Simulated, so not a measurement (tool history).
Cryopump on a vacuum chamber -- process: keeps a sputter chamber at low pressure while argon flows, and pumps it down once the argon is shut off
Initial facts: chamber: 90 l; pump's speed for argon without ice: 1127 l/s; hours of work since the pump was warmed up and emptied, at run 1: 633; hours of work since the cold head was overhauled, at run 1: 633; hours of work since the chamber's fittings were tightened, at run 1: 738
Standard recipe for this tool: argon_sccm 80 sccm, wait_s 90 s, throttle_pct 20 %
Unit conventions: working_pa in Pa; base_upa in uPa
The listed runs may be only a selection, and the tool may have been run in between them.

run	hour	argon_sccm	wait_s	throttle_pct	hours of work since the pump was warmed up and emptied	hours of work since the cold head was overhauled	hours of work since the chamber's fittings were tightened	working_pa	base_upa
1	0.0	80	90	20	633	633	738	0.6168	3.14
# hour 59.1: pump warmed up, emptied and cooled again
2	96.2	80	90	20	16	671	776	0.6003	2.98
3	169.7	80	90	45	46	702	807	0.2684	3.11
4	251.3	80	90	45	80	736	841	0.2712	3.21
5	312.2	80	104	20	106	761	866	0.6040	3.23
6	400.7	80	104	20	143	798	903	0.6067	3.42
7	449.9	80	104	20	163	819	924	0.6058	3.41
8	530.3	80	82	20	197	852	957	0.6068	3.67
9	605.8	80	21	20	229	884	989	0.6111	5.87
10	693.9	80	21	20	265	921	1026	0.6102	6.19
11	759.1	80	90	20	293	948	1053	0.6080	3.88
12	856.1	80	90	20	333	989	1093	0.6134	4.01
13	911.8	80	90	20	356	1012	1117	0.6139	4.17
14	978.6	80	197	20	384	1040	1145	0.6128	4.06
15	1069.2	80	197	20	422	1078	1183	0.6117	4.11
16	1153.3	80	90	20	457	1113	1218	0.6146	4.45
17	1210.9	80	90	20	481	1137	1242	0.6142	4.79
18	1282.2	66	38	21	511	1167	1272	0.4858	5.69
# hour 1294.1: leaking fittings of the chamber tightened, without venting
19	1327.7	66	38	21	529	1185	14	0.4850	1.93
20	1401.9	122	49	50	560	1216	45	0.3944	1.71
21	1451.6	56	81	56	581	1237	66	0.1626	1.29
22	1533.6	55	90	20	615	1271	100	0.4248	1.32
23	1577.4	75	232	32	634	1289	118	0.3716	1.00
24	1621.1	44	95	25	652	1307	137	0.2760	1.40
# hour 1632.1: pump warmed up, emptied and cooled again
25	1671.4	42	90	20	16	1326	156	0.3152	1.40
26	1718.2	42	90	20	36	1346	175	0.3163	1.45
27	1759.0	53	181	19	53	1363	192	0.4211	1.23
28	1840.3	66	71	28	87	1397	226	0.3574	1.79
29	1912.4	66	71	28	117	1427	256	0.3574	1.92
30	2007.0	80	96	20	157	1467	296	0.6074	1.80
31	2047.6	80	96	20	174	1484	313	0.6072	1.87
32	2102.0	71	96	51	196	1506	336	0.2159	1.89
33	2152.4	61	56	51	217	1527	357	0.1872	2.37

A few steps of working_pa between consecutive runs. Split each: what settings, incoming material and random variation would produce without the hidden state, and what is left over for the hidden state, along with gauge scatter present in only one of the two compared results (measured, and without hidden state):
Unlogged tool condition in this case: pump's speed, % of a pump's without ice; cold plate's temperature, K; leak into the chamber, uPa l/s; drift of the gauge itself on working_pa, %; drift of the gauge itself on base_upa, %.
Run 1 -> 2: pump warmed up, emptied and cooled again. working_pa -0.0165 Pa: hidden state -0.0164, all else -0.0001.
Run 2 -> 3: throttle_pct 20 -> 45. working_pa -0.3319 Pa: hidden state +0.0008, all else -0.3327.
Run 4 -> 5: wait_s 90 -> 104, throttle_pct 45 -> 20. working_pa +0.3328 Pa: hidden state +0.0008, all else +0.3320.
Run 19 -> 20: argon_sccm 66 -> 122, wait_s 38 -> 49, throttle_pct 21 -> 50. working_pa -0.0906 Pa: hidden state +0.0133, all else -0.1039.
Run 20 -> 21: argon_sccm 122 -> 56, wait_s 49 -> 81, throttle_pct 50 -> 56. working_pa -0.2318 Pa: hidden state -0.0143, all else -0.2175.
Run 31 -> 32: argon_sccm 80 -> 71, throttle_pct 20 -> 51. working_pa -0.3913 Pa: hidden state -0.0002, all else -0.3911.
